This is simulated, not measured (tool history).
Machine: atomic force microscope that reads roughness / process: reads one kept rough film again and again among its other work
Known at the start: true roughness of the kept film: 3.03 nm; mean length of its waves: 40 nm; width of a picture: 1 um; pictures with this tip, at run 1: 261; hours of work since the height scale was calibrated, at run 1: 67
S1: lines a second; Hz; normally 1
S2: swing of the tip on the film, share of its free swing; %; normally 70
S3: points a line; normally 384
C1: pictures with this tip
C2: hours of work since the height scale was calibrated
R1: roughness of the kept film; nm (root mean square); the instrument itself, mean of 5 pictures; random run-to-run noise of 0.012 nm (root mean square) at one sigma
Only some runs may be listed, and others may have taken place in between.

run   hour    S1  S2   S3   C1   C2     R1
  1      0     1  70  384  261   67  2.471
  2   16.9  3.08  70  384  278   76  2.303
  3   25.7     1  70  660  286   81  2.441
  4   40.3     1  70  660  301   89  2.413
        50  -- new tip fitted
  5   50.1     1  70  660    0   94  2.808
  6     64     1  70  660   14  101  2.769
  7   78.9     1  70  682   29  109  2.737
  8   94.7     1  70  682   45  118  2.729
  9    106     1  70  682   56  124  2.707
 10  119.8     1  70  800   69  131  2.691
 11  135.9  1.38  70  384   85  139  2.644
 12  147.7  1.38  70  384   97  146  2.616
 13  164.5  1.38  70  384  114  155  2.594
 14  171.7     1  70  664  121  158  2.612
 15  180.7  0.69  70  384  130  163  2.664
 16  196.4  0.69  70  384  146  172  2.611
 17    212  0.69  70  384  161  180  2.605
 18  228.9  0.69  70  384  178  189  2.578
 19    243  0.69  70  384  192  196  2.566
 20  259.7  0.69  70  384  209  205  2.533
 21  274.1  0.69  70  384  223  213   2.52
 22  286.4  0.69  70  384  235  219  2.518
 23  303.3     1  70  384  252  228  2.468
 24  312.2     1  70  384  261  233  2.467
 25  327.7     1  70  384  276  241  2.447
 26  343.9     1  70  384  292  250  2.439
 27  354.9     1  80  629  303  256  2.382
     362.6  -- new tip fitted
 28  366.2     1  70  762    4  262  2.795
 29  373.3  3.05  82  667   11  265  2.435
 30  385.9  2.78  57  440   23  272  2.714
 31  392.8  2.26  84  268   30  276  2.481
 32  405.2  1.57  66  384   43  282  2.702
 33    417  2.82  86  498   54  289  2.366
     419.1  -- height scale calibrated on a step standard
 34  432.7  2.82  86  498   69    7  2.354
 35  445.1  1.57  59  313   81   14  2.679
 36  456.6   1.3  88  316   93   20  2.475
 37  473.1  1.56  88  664  109   29  2.441
 38    487  1.56  88  664  123   36  2.434
     498.4  -- height scale calibrated on a step standard, once more
 39  500.8   0.6  70  518  135    1  2.643
 40  515.1  0.77  74  267  150    9  2.593
 41  528.7  1.27  88  298  163   16  2.427
 42  535.7  1.27  88  298  170   20  2.422
 43  550.6  0.83  70  384  185   28  2.585
 44    567  0.83  70  384  201   36  2.551

For run 45, what comes out?
 45  577.4  1.76  60  434  212  42   ?

For run 45 the tool returned R1 2.546 nm (root mean square).
Without the tool's hidden state the same run would have given R1 2.804 nm (root mean square).

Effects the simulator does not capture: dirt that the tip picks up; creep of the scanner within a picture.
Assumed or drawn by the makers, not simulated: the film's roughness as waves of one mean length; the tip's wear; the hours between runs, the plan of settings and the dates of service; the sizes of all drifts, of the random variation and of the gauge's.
